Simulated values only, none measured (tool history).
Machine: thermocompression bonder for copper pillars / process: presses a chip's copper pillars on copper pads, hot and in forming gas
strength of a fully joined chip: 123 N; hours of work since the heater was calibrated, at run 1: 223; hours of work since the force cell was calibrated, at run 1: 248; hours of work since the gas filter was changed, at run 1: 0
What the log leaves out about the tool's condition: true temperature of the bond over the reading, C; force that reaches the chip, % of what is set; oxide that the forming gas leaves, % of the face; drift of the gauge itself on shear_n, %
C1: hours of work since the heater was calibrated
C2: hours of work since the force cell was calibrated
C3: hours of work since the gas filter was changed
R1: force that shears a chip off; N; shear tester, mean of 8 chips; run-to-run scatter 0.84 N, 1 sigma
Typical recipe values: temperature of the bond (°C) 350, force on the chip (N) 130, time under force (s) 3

{"run": 1, "hour": 0.0, "temperature of the bond (°C)": 350, "force on the chip (N)": 130, "time under force (s)": 3, "C1": 223, "C2": 248, "C3": 0, "R1": 71.5}
{"run": 2, "hour": 11.9, "temperature of the bond (°C)": 350, "force on the chip (N)": 130, "time under force (s)": 3, "C1": 231, "C2": 255, "C3": 7, "R1": 73.3}
{"run": 3, "hour": 32.1, "temperature of the bond (°C)": 350, "force on the chip (N)": 130, "time under force (s)": 3, "C1": 243, "C2": 267, "C3": 19, "R1": 73.1}
{"run": 4, "hour": 48.4, "temperature of the bond (°C)": 350, "force on the chip (N)": 130, "time under force (s)": 3, "C1": 253, "C2": 277, "C3": 29, "R1": 71.3}
{"run": 5, "hour": 59.8, "temperature of the bond (°C)": 350, "force on the chip (N)": 130, "time under force (s)": 3, "C1": 259, "C2": 284, "C3": 36, "R1": 73.0}
{"run": 6, "hour": 82.5, "temperature of the bond (°C)": 350, "force on the chip (N)": 130, "time under force (s)": 3, "C1": 273, "C2": 297, "C3": 50, "R1": 70.9}
{"run": 7, "hour": 98.0, "temperature of the bond (°C)": 350, "force on the chip (N)": 130, "time under force (s)": 3, "C1": 282, "C2": 307, "C3": 59, "R1": 71.9}
{"run": 8, "hour": 119.0, "temperature of the bond (°C)": 350, "force on the chip (N)": 130, "time under force (s)": 3, "C1": 295, "C2": 319, "C3": 72, "R1": 72.0}
{"run": 9, "hour": 132.7, "temperature of the bond (°C)": 350, "force on the chip (N)": 130, "time under force (s)": 3, "C1": 303, "C2": 328, "C3": 80, "R1": 72.2}
{"run": 10, "hour": 143.4, "temperature of the bond (°C)": 350, "force on the chip (N)": 130, "time under force (s)": 3, "C1": 310, "C2": 334, "C3": 86, "R1": 72.3}
{"run": 11, "hour": 155.8, "temperature of the bond (°C)": 350, "force on the chip (N)": 130, "time under force (s)": 3, "C1": 317, "C2": 341, "C3": 94, "R1": 72.0}
{"run": 12, "hour": 177.9, "temperature of the bond (°C)": 350, "force on the chip (N)": 130, "time under force (s)": 3, "C1": 331, "C2": 355, "C3": 107, "R1": 72.4}
{"hour": 182.1, "done": "forming gas filter changed"}
{"run": 13, "hour": 192.9, "temperature of the bond (°C)": 363, "force on the chip (N)": 130, "time under force (s)": 3, "C1": 339, "C2": 364, "C3": 7, "R1": 77.7}
{"run": 14, "hour": 208.7, "temperature of the bond (°C)": 321, "force on the chip (N)": 130, "time under force (s)": 8, "C1": 349, "C2": 373, "C3": 16, "R1": 79.1}
{"run": 15, "hour": 220.2, "temperature of the bond (°C)": 366, "force on the chip (N)": 100, "time under force (s)": 3, "C1": 356, "C2": 380, "C3": 23, "R1": 65.4}
{"run": 16, "hour": 240.8, "temperature of the bond (°C)": 368, "force on the chip (N)": 103, "time under force (s)": 3, "C1": 368, "C2": 392, "C3": 35, "R1": 66.4}
{"run": 17, "hour": 260.1, "temperature of the bond (°C)": 349, "force on the chip (N)": 103, "time under force (s)": 2, "C1": 380, "C2": 404, "C3": 47, "R1": 50.7}
{"run": 18, "hour": 272.9, "temperature of the bond (°C)": 349, "force on the chip (N)": 103, "time under force (s)": 2, "C1": 388, "C2": 412, "C3": 55, "R1": 49.7}
{"run": 19, "hour": 294.1, "temperature of the bond (°C)": 349, "force on the chip (N)": 103, "time under force (s)": 3, "C1": 400, "C2": 425, "C3": 68, "R1": 58.1}
{"run": 20, "hour": 308.7, "temperature of the bond (°C)": 376, "force on the chip (N)": 114, "time under force (s)": 3, "C1": 409, "C2": 433, "C3": 76, "R1": 77.8}
{"run": 21, "hour": 328.7, "temperature of the bond (°C)": 328, "force on the chip (N)": 94, "time under force (s)": 2, "C1": 421, "C2": 445, "C3": 88, "R1": 36.4}
{"run": 22, "hour": 345.6, "temperature of the bond (°C)": 344, "force on the chip (N)": 155, "time under force (s)": 2, "C1": 431, "C2": 456, "C3": 99, "R1": 72.1}
{"hour": 362.4, "done": "forming gas filter changed"}
{"run": 23, "hour": 366.3, "temperature of the bond (°C)": 349, "force on the chip (N)": 185, "time under force (s)": 2, "C1": 444, "C2": 468, "C3": 2, "R1": 83.1}
{"run": 24, "hour": 385.3, "temperature of the bond (°C)": 372, "force on the chip (N)": 147, "time under force (s)": 2, "C1": 455, "C2": 479, "C3": 14, "R1": 79.3}
{"run": 25, "hour": 404.8, "temperature of the bond (°C)": 358, "force on the chip (N)": 149, "time under force (s)": 5, "C1": 467, "C2": 491, "C3": 26, "R1": 96.0}
{"run": 26, "hour": 422.9, "temperature of the bond (°C)": 333, "force on the chip (N)": 149, "time under force (s)": 5, "C1": 478, "C2": 502, "C3": 36, "R1": 83.5}

Entry by entry between the runs, the difference in hidden state between the last listed run before and the first listed run after:
After run 12, before run 13: forming gas filter changed (hour 182.1)
  oxide that the forming gas leaves, % of the face: 1.19 -> 0.55
After run 22, before run 23: forming gas filter changed (hour 362.4)
  oxide that the forming gas leaves, % of the face: 1.16 -> 0.53
